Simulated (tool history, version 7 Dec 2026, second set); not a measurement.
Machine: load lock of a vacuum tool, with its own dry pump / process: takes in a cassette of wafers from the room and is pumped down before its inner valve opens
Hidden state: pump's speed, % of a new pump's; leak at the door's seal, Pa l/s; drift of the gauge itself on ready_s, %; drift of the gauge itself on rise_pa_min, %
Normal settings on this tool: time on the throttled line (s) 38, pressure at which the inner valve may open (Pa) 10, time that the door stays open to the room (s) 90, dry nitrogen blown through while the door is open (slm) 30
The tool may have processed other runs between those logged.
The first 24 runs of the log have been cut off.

run,hour,time on the throttled line (s),pressure at which the inner valve may open (Pa),time that the door stays open to the room (s),dry nitrogen blown through while the door is open (slm),hours that the pump has run since its overhaul,times that the door has closed on its seal,"incoming humidity of the room's air, %",time from the closed door until the inner valve may open (s),rise of the pressure with all valves shut (Pa/min)
25,3134.3,38,13,90,5,6910,28426,46.5,85.9,0.048
26,3316.5,38,16,43,30,7092,28997,44.0,84.2,0.019
27,3392.1,38,16,43,30,7168,29234,42.0,84.2,0.020
28,3548.9,25,16,43,11,7324,29725,46.2,75.2,0.033
29,3701.7,38,10,54,30,7477,30204,43.7,87.7,0.016
30,3798.6,38,10,54,30,7574,30508,47.5,86.8,0.020
31,3974.3,38,10,191,30,7750,31059,43.0,88.2,0.036
32,4114.2,38,10,83,30,7890,31497,45.9,87.3,0.025
33,4216.7,38,19,90,14,7992,31818,43.2,82.4,0.031
34,4373.1,56,16,62,12,8149,32308,44.2,97.2,0.032
35,4543.3,56,16,62,12,8319,32842,41.7,95.9,0.027
36,4687.6,38,8,90,11,8463,33294,44.3,89.4,0.036
37,4845.3,38,10,66,4,8621,33788,45.6,87.7,0.043
38,5024.9,38,19,32,30,8800,34351,46.5,83.2,0.013

What if the next run were any one of these 3? Each begins from the tool's condition after run 38:
A,5176.3,57,7,90,30,8952,34826,46.5,?,?
B,5176.3,38,19,32,5,8952,34826,45.4,?,?
C,5176.3,38,10,30,13,8952,34826,42.6,?,?

run,time from the closed door until the inner valve may open (s),rise of the pressure with all valves shut (Pa/min)
A,104.0,0.027
B,82.9,0.029
C,88.5,0.025
With the hidden condition removed and each run's random variation left untouched, the same runs would have given:
run,time from the closed door until the inner valve may open (s),rise of the pressure with all valves shut (Pa/min)
A,103.9,0.026
B,82.9,0.028
C,88.5,0.023

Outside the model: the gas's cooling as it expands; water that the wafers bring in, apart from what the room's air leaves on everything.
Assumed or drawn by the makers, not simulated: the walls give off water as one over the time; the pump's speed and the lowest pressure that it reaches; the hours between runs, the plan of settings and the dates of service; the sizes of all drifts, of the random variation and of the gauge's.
